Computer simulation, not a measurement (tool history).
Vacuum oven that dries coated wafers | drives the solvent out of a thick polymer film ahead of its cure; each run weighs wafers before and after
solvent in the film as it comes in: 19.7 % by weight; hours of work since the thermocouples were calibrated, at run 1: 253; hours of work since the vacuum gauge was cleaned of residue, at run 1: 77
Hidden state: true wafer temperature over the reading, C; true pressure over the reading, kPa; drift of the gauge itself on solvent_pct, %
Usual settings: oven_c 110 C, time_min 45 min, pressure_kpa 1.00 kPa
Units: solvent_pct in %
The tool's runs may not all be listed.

run,hour,oven_c,time_min,pressure_kpa,hours of work since the thermocouples were calibrated,hours of work since the vacuum gauge was cleaned of residue,solvent_pct
1,0.0,110,45,1.00,253,77,3.39
2,21.2,110,45,1.00,264,88,3.40
3,40.2,110,27,1.00,273,97,6.25
4,54.6,110,26,1.00,280,104,6.45
5,67.0,110,45,0.74,286,110,3.41
6,83.8,110,45,1.00,295,119,3.49
7,102.8,110,45,1.00,304,128,3.42
8,123.3,110,45,1.00,314,138,3.47
9,134.5,110,45,1.00,320,144,3.44
10,153.6,106,45,1.00,329,153,4.48
11,164.3,106,45,1.00,334,158,4.37
12,188.0,106,45,1.00,346,170,4.43
13,202.7,106,45,1.00,353,177,4.58
14,214.8,106,45,1.00,359,183,4.40
15,238.7,106,45,1.00,371,195,4.50
16,261.1,106,60,1.00,382,206,2.96
17,275.5,106,60,1.00,389,213,3.02
18,287.3,106,60,1.00,395,219,2.98
19,305.5,106,60,1.00,404,228,3.06
20,318.7,106,60,1.00,410,234,3.00
21,333.5,106,60,1.00,418,242,3.03
22,346.5,110,45,1.00,424,248,3.55
23,359.9,110,45,1.13,431,255,3.50
24,374.9,110,56,0.74,438,262,2.48
25,397.2,110,45,2.49,449,273,3.91
26,413.8,110,45,0.99,457,281,3.51
27,425.5,110,45,0.99,463,287,3.60
28,449.6,108,34,1.23,475,299,5.57
29,465.2,108,34,3.28,482,306,6.20
30,488.6,108,34,3.28,494,318,6.15
31,510.6,103,45,1.93,505,329,5.58
# hour 514.1: oven's thermocouples calibrated
32,535.3,113,45,3.03,10,340,3.62
33,557.6,106,27,0.69,21,351,7.70
34,573.8,96,27,0.66,29,359,10.13
35,592.1,110,27,1.00,38,368,6.80
36,605.5,110,27,1.00,45,375,6.64
# hour 610.7: oven's thermocouples calibrated, once more
37,631.4,97,26,2.12,10,386,9.73
38,645.5,110,52,0.66,17,393,2.35
39,661.7,123,45,2.88,25,401,1.31
40,681.9,104,45,2.77,35,411,5.09
41,704.6,104,45,2.77,46,422,5.05
42,716.9,106,23,0.92,52,428,7.87
43,740.9,106,23,0.92,64,440,7.90
44,762.8,106,23,0.92,75,451,7.91
45,775.2,105,26,1.08,81,457,7.49

Some steps in solvent_pct between neighbouring runs. How much of each would the tool show without its hidden state too (settings, what came in, random variation), and how much is left for the hidden state, with any gauge scatter that isn't in both results?
Run 31 -> 32: oven_c 103 -> 113, pressure_kpa 1.93 -> 3.03, oven's thermocouples calibrated. solvent_pct -1.96 %: hidden state +0.14, all else -2.10.
Run 32 -> 33: oven_c 113 -> 106, time_min 45 -> 27, pressure_kpa 3.03 -> 0.69. solvent_pct +4.08 %: hidden state +0.10, all else +3.98.
Run 36 -> 37: oven_c 110 -> 97, time_min 27 -> 26, pressure_kpa 1.00 -> 2.12, oven's thermocouples calibrated, once more. solvent_pct +3.09 %: hidden state -0.75, all else +3.84.
Run 37 -> 38: oven_c 97 -> 110, time_min 26 -> 52, pressure_kpa 2.12 -> 0.66. solvent_pct -7.38 %: hidden state +0.02, all else -7.40.
Run 39 -> 40: oven_c 123 -> 104, pressure_kpa 2.88 -> 2.77. solvent_pct +3.78 %: hidden state -0.04, all else +3.82.
